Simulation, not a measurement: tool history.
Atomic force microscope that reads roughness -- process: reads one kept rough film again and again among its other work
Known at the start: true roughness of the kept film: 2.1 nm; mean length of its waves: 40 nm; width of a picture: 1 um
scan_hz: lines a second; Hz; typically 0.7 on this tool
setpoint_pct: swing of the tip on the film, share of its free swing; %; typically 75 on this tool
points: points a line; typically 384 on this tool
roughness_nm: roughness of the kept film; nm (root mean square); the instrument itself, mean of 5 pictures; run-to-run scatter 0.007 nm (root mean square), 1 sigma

Run 1, hour 0: usual settings. Result: roughness_nm 1.929 nm (root mean square).
Run 2, hour 14.5: usual settings. Result: roughness_nm 1.933 nm (root mean square).
Run 3, hour 38: usual settings. Result: roughness_nm 1.925 nm (root mean square).
Run 4, hour 63: usual settings. Result: roughness_nm 1.897 nm (root mean square).
Run 5, hour 77.2: usual settings but points 1006. Result: roughness_nm 1.91 nm (root mean square).
Run 6, hour 91.5: usual settings but points 1006. Result: roughness_nm 1.904 nm (root mean square).
Run 7, hour 108: usual settings but setpoint_pct 57 %. Result: roughness_nm 1.943 nm (root mean square).
Run 8, hour 129.3: usual settings but setpoint_pct 57 %. Result: roughness_nm 1.934 nm (root mean square).
Run 9, hour 142.6: usual settings but scan_hz 1.582 Hz. Result: roughness_nm 1.79 nm (root mean square).
Run 10, hour 155.2: usual settings but scan_hz 2.417 Hz, setpoint_pct 86 %, points 1001. Result: roughness_nm 1.574 nm (root mean square).
Run 11, hour 168.4: usual settings but scan_hz 1.232 Hz, setpoint_pct 71 %, points 577. Result: roughness_nm 1.845 nm (root mean square).
Run 12, hour 182: usual settings but scan_hz 1.232 Hz, setpoint_pct 71 %, points 577. Result: roughness_nm 1.837 nm (root mean square).
Run 13, hour 198.4: usual settings but scan_hz 0.525 Hz, setpoint_pct 56 %, points 517. Result: roughness_nm 1.914 nm (root mean square).
Run 14, hour 211.5: usual settings but scan_hz 0.656 Hz, setpoint_pct 80 %, points 344. Result: roughness_nm 1.828 nm (root mean square).
Run 15, hour 232.4: usual settings but scan_hz 0.656 Hz, setpoint_pct 80 %, points 344. Result: roughness_nm 1.812 nm (root mean square).
At hour 236.4: new tip fitted.
Run 16, hour 255.4: usual settings but scan_hz 0.624 Hz, setpoint_pct 81 %, points 424. Result: roughness_nm 1.94 nm (root mean square).

Forecast each of these 5 alternatives for the next run:
Run A, hour 268.2: usual settings but scan_hz 0.688 Hz, setpoint_pct 67 %, points 297. Result: roughness_nm ?.
Run B, hour 268.2: usual settings but scan_hz 3.572 Hz, setpoint_pct 61 %, points 727. Result: roughness_nm ?.
Run C, hour 268.2: usual settings but scan_hz 1.305 Hz, points 683. Result: roughness_nm ?.
Run D, hour 268.2: usual settings but points 979. Result: roughness_nm ?.
Run E, hour 268.2: usual settings but scan_hz 0.966 Hz, setpoint_pct 79 %, points 497. Result: roughness_nm ?.

run  roughness_nm
  A         1.969
  B         1.857
  C         1.883
  D         1.944
  E         1.871
With no hidden state in the tool, these same runs would have given:
run  roughness_nm
  A         1.992
  B         1.879
  C         1.905
  D         1.968
  E         1.893

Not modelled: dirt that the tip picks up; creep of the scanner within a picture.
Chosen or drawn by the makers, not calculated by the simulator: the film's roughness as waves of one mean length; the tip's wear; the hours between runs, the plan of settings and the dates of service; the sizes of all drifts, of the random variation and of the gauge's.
